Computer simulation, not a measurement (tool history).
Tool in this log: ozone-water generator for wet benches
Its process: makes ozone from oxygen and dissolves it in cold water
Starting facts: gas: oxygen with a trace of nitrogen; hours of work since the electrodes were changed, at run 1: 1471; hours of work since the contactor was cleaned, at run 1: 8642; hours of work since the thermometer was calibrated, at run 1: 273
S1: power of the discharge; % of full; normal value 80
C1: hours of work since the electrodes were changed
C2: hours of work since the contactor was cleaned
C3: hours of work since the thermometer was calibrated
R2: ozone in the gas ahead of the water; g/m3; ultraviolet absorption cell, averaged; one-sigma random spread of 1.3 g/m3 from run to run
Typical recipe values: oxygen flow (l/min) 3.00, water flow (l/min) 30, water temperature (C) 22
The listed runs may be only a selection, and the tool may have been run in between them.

run 1 day=0.000 | S1=80 oxygen_flow_(l/min)=3.00 water_flow_(l/min)=30 water_temperature_(C)=22 | C1=1471 C2=8642 C3=273 | dissolved_ozone_(ppm)=12.5 R2=230.5
run 2 day=4.396 | S1=80 oxygen_flow_(l/min)=3.00 water_flow_(l/min)=30 water_temperature_(C)=22 | C1=1538 C2=8708 C3=339 | dissolved_ozone_(ppm)=12.2 R2=232.0
-- day=5.925 contactor cleaned
run 3 day=13.721 | S1=80 oxygen_flow_(l/min)=1.52 water_flow_(l/min)=30 water_temperature_(C)=22 | C1=1675 C2=117 C3=477 | dissolved_ozone_(ppm)=9.7 R2=293.2
run 4 day=19.362 | S1=80 oxygen_flow_(l/min)=3.00 water_flow_(l/min)=30 water_temperature_(C)=16 | C1=1760 C2=202 C3=562 | dissolved_ozone_(ppm)=13.9 R2=231.0
run 5 day=24.196 | S1=80 oxygen_flow_(l/min)=3.00 water_flow_(l/min)=30 water_temperature_(C)=16 | C1=1833 C2=275 C3=635 | dissolved_ozone_(ppm)=14.1 R2=229.5
run 6 day=32.062 | S1=80 oxygen_flow_(l/min)=3.00 water_flow_(l/min)=30 water_temperature_(C)=20 | C1=1951 C2=393 C3=753 | dissolved_ozone_(ppm)=13.5 R2=229.7
run 7 day=39.879 | S1=80 oxygen_flow_(l/min)=3.00 water_flow_(l/min)=30 water_temperature_(C)=20 | C1=2069 C2=511 C3=871 | dissolved_ozone_(ppm)=13.5 R2=230.9
run 8 day=44.104 | S1=80 oxygen_flow_(l/min)=1.54 water_flow_(l/min)=39 water_temperature_(C)=23 | C1=2133 C2=574 C3=934 | dissolved_ozone_(ppm)=7.5 R2=293.4
run 9 day=53.717 | S1=80 oxygen_flow_(l/min)=1.54 water_flow_(l/min)=39 water_temperature_(C)=23 | C1=2277 C2=719 C3=1079 | dissolved_ozone_(ppm)=7.3 R2=287.0
run 10 day=58.267 | S1=80 oxygen_flow_(l/min)=1.54 water_flow_(l/min)=39 water_temperature_(C)=23 | C1=2346 C2=788 C3=1147 | dissolved_ozone_(ppm)=7.4 R2=287.6
run 11 day=65.108 | S1=80 oxygen_flow_(l/min)=1.54 water_flow_(l/min)=43 water_temperature_(C)=23 | C1=2449 C2=891 C3=1250 | dissolved_ozone_(ppm)=6.5 R2=290.7

Alternative continuations, all from the tool just after run 11; predict every row:
run A day=73.517 | S1=80 oxygen_flow_(l/min)=5.27 water_flow_(l/min)=42 water_temperature_(C)=16 | C1=2575 C2=1017 C3=1377 | dissolved_ozone_(ppm)=? R2=?
run B day=73.517 | S1=68 oxygen_flow_(l/min)=3.00 water_flow_(l/min)=30 water_temperature_(C)=26 | C1=2575 C2=1017 C3=1377 | dissolved_ozone_(ppm)=? R2=?
run C day=73.517 | S1=80 oxygen_flow_(l/min)=3.00 water_flow_(l/min)=42 water_temperature_(C)=22 | C1=2575 C2=1017 C3=1377 | dissolved_ozone_(ppm)=? R2=?
run D day=73.517 | S1=80 oxygen_flow_(l/min)=3.37 water_flow_(l/min)=46 water_temperature_(C)=23 | C1=2575 C2=1017 C3=1377 | dissolved_ozone_(ppm)=? R2=?
run E day=73.517 | S1=64 oxygen_flow_(l/min)=4.03 water_flow_(l/min)=30 water_temperature_(C)=25 | C1=2575 C2=1017 C3=1377 | dissolved_ozone_(ppm)=? R2=?

run=A dissolved_ozone_(ppm)=12.3 R2=185.1
run=B dissolved_ozone_(ppm)=11.3 R2=208.2
run=C dissolved_ozone_(ppm)=9.2 R2=226.9
run=D dissolved_ozone_(ppm)=8.7 R2=217.9
run=E dissolved_ozone_(ppm)=12.2 R2=180.1
With no hidden state in the tool, these same runs would have given:
run=A dissolved_ozone_(ppm)=13.0 R2=193.8
run=B dissolved_ozone_(ppm)=11.8 R2=217.2
run=C dissolved_ozone_(ppm)=9.8 R2=237.5
run=D dissolved_ozone_(ppm)=9.2 R2=228.1
run=E dissolved_ozone_(ppm)=12.8 R2=187.6
